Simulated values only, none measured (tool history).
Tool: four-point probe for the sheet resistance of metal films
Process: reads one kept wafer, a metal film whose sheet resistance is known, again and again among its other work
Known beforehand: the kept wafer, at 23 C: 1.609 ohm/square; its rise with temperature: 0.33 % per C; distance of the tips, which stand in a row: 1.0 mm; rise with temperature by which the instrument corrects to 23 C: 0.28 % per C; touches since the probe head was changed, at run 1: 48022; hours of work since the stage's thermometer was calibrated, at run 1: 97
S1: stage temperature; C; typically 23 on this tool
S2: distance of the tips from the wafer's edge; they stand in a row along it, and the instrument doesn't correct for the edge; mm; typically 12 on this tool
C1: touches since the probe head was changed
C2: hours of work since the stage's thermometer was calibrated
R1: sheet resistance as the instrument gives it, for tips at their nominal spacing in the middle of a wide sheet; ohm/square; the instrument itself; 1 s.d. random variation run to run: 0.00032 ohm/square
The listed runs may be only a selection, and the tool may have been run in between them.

run 1 hour=0.0 | S1=23 S2=12 | C1=48022 C2=97 | R1=1.609797
run 2 hour=44.8 | S1=23 S2=12 | C1=49630 C2=130 | R1=1.609337
run 3 hour=84.9 | S1=23 S2=12 | C1=51073 C2=159 | R1=1.609589
run 4 hour=136.9 | S1=23 S2=12 | C1=52939 C2=198 | R1=1.609121
run 5 hour=164.1 | S1=23 S2=12 | C1=53918 C2=218 | R1=1.608642
run 6 hour=187.8 | S1=23 S2=12 | C1=54769 C2=236 | R1=1.608718
run 7 hour=238.6 | S1=23 S2=12 | C1=56594 C2=273 | R1=1.608050
run 8 hour=267.6 | S1=23 S2=12 | C1=57635 C2=295 | R1=1.608124
run 9 hour=292.7 | S1=23 S2=12 | C1=58538 C2=313 | R1=1.608297
run 10 hour=343.4 | S1=23 S2=12 | C1=60358 C2=351 | R1=1.607784
run 11 hour=382.7 | S1=23 S2=12 | C1=61771 C2=380 | R1=1.607912
run 12 hour=437.8 | S1=23 S2=12 | C1=63750 C2=421 | R1=1.607520
run 13 hour=480.5 | S1=32 S2=22 | C1=65283 C2=452 | R1=1.610617
run 14 hour=505.8 | S1=22 S2=7 | C1=66194 C2=471 | R1=1.617831
run 15 hour=543.5 | S1=22 S2=7 | C1=67547 C2=499 | R1=1.618308
run 16 hour=581.2 | S1=22 S2=7 | C1=68901 C2=527 | R1=1.617078
run 17 hour=625.1 | S1=28 S2=7 | C1=70479 C2=559 | R1=1.622281
run 18 hour=673.5 | S1=28 S2=7 | C1=72219 C2=595 | R1=1.621931
run 19 hour=721.6 | S1=23 S2=9 | C1=73946 C2=631 | R1=1.610874
run 20 hour=747.3 | S1=23 S2=4 | C1=74870 C2=650 | R1=1.652144
run 21 hour=782.3 | S1=30 S2=65 | C1=76128 C2=676 | R1=1.605745
run 22 hour=807.3 | S1=23 S2=7 | C1=77025 C2=694 | R1=1.617232
run 23 hour=851.7 | S1=21 S2=18 | C1=78622 C2=727 | R1=1.600623
run 24 hour=877.6 | S1=30 S2=50 | C1=79550 C2=746 | R1=1.605623

Each row is a separate what-if for the run after 24, all from the same tool condition, not one after another. Results?
run A hour=924.0 | S1=26 S2=41 | C1=81217 C2=781 | R1=?
run B hour=924.0 | S1=22 S2=11 | C1=81217 C2=781 | R1=?
run C hour=924.0 | S1=23 S2=25 | C1=81217 C2=781 | R1=?
run D hour=924.0 | S1=32 S2=4 | C1=81217 C2=781 | R1=?
run E hour=924.0 | S1=21 S2=50 | C1=81217 C2=781 | R1=?

run=A R1=1.602018
run=B R1=1.605874
run=C R1=1.600568
run=D R1=1.658193
run=E R1=1.598124
What these runs would have given with no unlogged condition in the tool:
run=A R1=1.611677
run=B R1=1.615560
run=C R1=1.610223
run=D R1=1.668155
run=E R1=1.607769
